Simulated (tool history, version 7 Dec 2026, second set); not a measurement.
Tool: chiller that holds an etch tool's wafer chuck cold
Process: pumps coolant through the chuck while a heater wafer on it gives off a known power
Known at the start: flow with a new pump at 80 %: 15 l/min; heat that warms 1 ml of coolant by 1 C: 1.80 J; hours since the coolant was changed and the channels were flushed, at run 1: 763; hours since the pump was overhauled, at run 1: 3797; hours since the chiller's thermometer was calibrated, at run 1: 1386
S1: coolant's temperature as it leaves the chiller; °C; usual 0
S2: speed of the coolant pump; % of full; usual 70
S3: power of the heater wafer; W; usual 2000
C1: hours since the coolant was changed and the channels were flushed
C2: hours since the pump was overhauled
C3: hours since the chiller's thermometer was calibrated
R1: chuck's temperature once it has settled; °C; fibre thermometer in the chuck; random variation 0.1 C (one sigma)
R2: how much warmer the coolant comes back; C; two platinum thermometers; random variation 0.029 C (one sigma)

Run 1, day 0: usual settings; C1 763; C2 3797; C3 1386. Result: R1 20.4 °C, R2 5.12 C.
Run 2, day 3.567: usual settings; C1 848; C2 3882; C3 1471. Result: R1 20.5 °C, R2 5.08 C.
Run 3, day 8.567: usual settings; C1 968; C2 4002; C3 1591. Result: R1 20.4 °C, R2 5.12 C.
Run 4, day 12.471: usual settings; C1 1062; C2 4096; C3 1685. Result: R1 20.5 °C, R2 5.12 C.
Run 5, day 16.812: usual settings; C1 1166; C2 4200; C3 1789. Result: R1 20.6 °C, R2 5.12 C.
Run 6, day 19.1: usual settings; C1 1221; C2 4255; C3 1844. Result: R1 20.4 °C, R2 5.09 C.
Run 7, day 24.196: usual settings; C1 1343; C2 4377; C3 1966. Result: R1 20.6 °C, R2 5.08 C.
Run 8, day 27.596: usual settings but S2 63 % of full; C1 1425; C2 4459; C3 2048. Result: R1 22.1 °C, R2 5.68 C.
Run 9, day 32.662: usual settings but S2 63 % of full; C1 1546; C2 4580; C3 2169. Result: R1 22 °C, R2 5.66 C.
Run 10, day 37.004: usual settings but S1 3 °C, S2 87 % of full; C1 1651; C2 4685; C3 2274. Result: R1 20.5 °C, R2 3.96 C.
Run 11, day 39.233: usual settings but S1 -3 °C, S3 1564 W; C1 1704; C2 4738; C3 2327. Result: R1 13 °C, R2 3.98 C.
Run 12, day 44.312: usual settings but S1 -3 °C, S2 79 % of full, S3 1255 W; C1 1826; C2 4860; C3 2449. Result: R1 8.6 °C, R2 2.74 C.

Forecast run 13:
Run 13, day 49.412: usual settings but S1 -3 °C, S2 83 % of full, S3 1239 W; C1 1948; C2 4982; C3 2571. Result: R1 ?, R2 ?.

Run 13 gave R1 8.2 °C, R2 2.57 C.
Without the tool's hidden state the same run would have given R1 8.2 °C, R2 2.66 C.
